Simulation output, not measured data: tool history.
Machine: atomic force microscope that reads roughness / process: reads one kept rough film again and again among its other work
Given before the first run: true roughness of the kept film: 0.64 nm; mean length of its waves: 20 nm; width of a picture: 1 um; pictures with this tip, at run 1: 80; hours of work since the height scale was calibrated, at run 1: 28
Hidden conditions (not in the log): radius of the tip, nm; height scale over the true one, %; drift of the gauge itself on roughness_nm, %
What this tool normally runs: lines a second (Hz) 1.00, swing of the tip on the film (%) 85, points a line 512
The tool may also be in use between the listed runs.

run,hour,lines a second (Hz),swing of the tip on the film (%),points a line,pictures with this tip,hours of work since the height scale was calibrated,roughness of the kept film (nm (root mean square))
1,0.0,1.00,85,512,80,28,0.494
2,11.6,1.00,85,512,97,34,0.493
3,21.5,1.00,85,512,112,39,0.480
# hour 23.1: new tip fitted
4,31.4,1.00,85,512,12,44,0.526
5,45.0,1.00,85,512,32,51,0.516
6,51.7,1.00,85,512,42,55,0.507
7,61.3,1.00,64,512,56,60,0.534
8,68.0,1.00,85,669,66,63,0.501
9,77.8,1.00,85,669,81,68,0.491
10,87.6,1.00,85,669,95,73,0.476
11,98.6,1.00,78,669,111,79,0.494
# hour 100.3: new tip fitted
12,107.3,1.00,78,669,10,83,0.556
13,115.0,1.00,78,669,21,87,0.545
14,125.1,1.11,84,669,36,93,0.517
15,134.9,1.11,84,546,51,98,0.510
16,142.3,1.11,84,546,62,102,0.499
17,155.9,0.78,60,829,82,109,0.541
18,168.6,1.95,85,1001,100,115,0.443
19,174.9,2.27,85,580,109,118,0.425
# hour 178.1: new tip fitted
20,188.5,1.82,85,529,16,125,0.480
21,194.4,1.82,85,529,24,128,0.473
22,202.2,1.82,85,529,36,132,0.475
23,216.7,1.82,85,736,57,140,0.467
24,230.1,1.82,85,736,77,147,0.453

5 options for the next run, each taken on its own from the tool as it stands now. Forecast them:
A,239.1,1.16,86,376,90,152,?
B,239.1,1.00,85,809,90,152,?
C,239.1,0.64,55,358,90,152,?
D,239.1,0.75,57,522,90,152,?
E,239.1,1.82,85,998,90,152,?

run,roughness of the kept film (nm (root mean square))
A,0.470
B,0.487
C,0.537
D,0.538
E,0.447
Take away the tool's hidden state, keep each run's random variation, and the runs would have read:
run,roughness of the kept film (nm (root mean square))
A,0.523
B,0.541
C,0.597
D,0.598
E,0.497
